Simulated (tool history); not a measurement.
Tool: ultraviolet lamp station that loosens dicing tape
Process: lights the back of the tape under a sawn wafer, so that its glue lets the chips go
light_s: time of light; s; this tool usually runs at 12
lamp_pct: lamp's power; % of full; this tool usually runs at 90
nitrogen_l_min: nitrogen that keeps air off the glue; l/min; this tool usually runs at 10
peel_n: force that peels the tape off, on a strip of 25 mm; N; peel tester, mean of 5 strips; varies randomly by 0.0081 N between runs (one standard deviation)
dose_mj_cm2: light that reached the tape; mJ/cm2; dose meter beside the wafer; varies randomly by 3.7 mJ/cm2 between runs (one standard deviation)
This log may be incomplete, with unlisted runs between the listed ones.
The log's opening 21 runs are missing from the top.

run    hour  light_s  lamp_pct  nitrogen_l_min  hours of work of the lamp  hours of work since the window was cleaned  peel_n  dose_mj_cm2
      892.6  -- lamp changed
 22   938.3       12        90               8                         33                                         174   0.419          584
 23   972.1       14        85              15                         58                                         199   0.235          642
 24  1003.3       14        85              15                         81                                         222   0.229          631
 25  1060.8       11        83               4                        122                                         263   0.978          473
 26  1086.3       11        75              16                        141                                         282   0.503          424
 27  1132.7        7        78              16                        175                                         316   1.090          276
 28  1169.8        7        78              16                        202                                         343   1.109          271
 29  1206.1        7        78              16                        228                                         369   1.155          265
 30  1241.0        8        88              10                        254                                         395   1.015          338
     1244.8  -- window cleaned of glue's vapour
 31  1274.6        8        88              10                        278                                          22   0.899          356
 32  1329.9        8        88              10                        318                                          62   0.957          346
 33  1387.1        8        94              10                        360                                         104   0.884          358
 34  1413.0        8        94              10                        378                                         122   0.947          352
 35  1438.7       11        90              17                        397                                         141   0.419          458
 36  1492.3        7        90               7                        436                                         180   1.470          283
 37  1526.6       15        78               8                        461                                         205   0.536          522
 38  1552.4       15        78               8                        480                                         224   0.558          517
 39  1609.6       12        90               6                        522                                         266   0.765          465
 40  1648.0       12        90               6                        550                                         293   0.869          452
 41  1691.0        7        84               6                        581                                         325   1.848          240
     1728.4  -- lamp changed
 42  1741.2       23        90              10                          9                                         361   0.123         1115

What if the next run were any one of these 5? Each begins from the tool's condition after run 42:
  A  1769.9       13        76              12                         30                                         381       ?            ?
  B  1769.9       12        99              10                         30                                         381       ?            ?
  C  1769.9       23        62               4                         30                                         381       ?            ?
  D  1769.9       17        90              10                         30                                         381       ?            ?
  E  1769.9       17        90              10                         30                                         381       ?            ?

run  peel_n  dose_mj_cm2
  A   0.394          524
  B   0.293          630
  C   0.430          767
  D   0.200          815
  E   0.186          812
What these runs would have given with no unlogged condition in the tool:
run  peel_n  dose_mj_cm2
  A   0.337          565
  B   0.251          680
  C   0.368          827
  D   0.178          879
  E   0.164          876

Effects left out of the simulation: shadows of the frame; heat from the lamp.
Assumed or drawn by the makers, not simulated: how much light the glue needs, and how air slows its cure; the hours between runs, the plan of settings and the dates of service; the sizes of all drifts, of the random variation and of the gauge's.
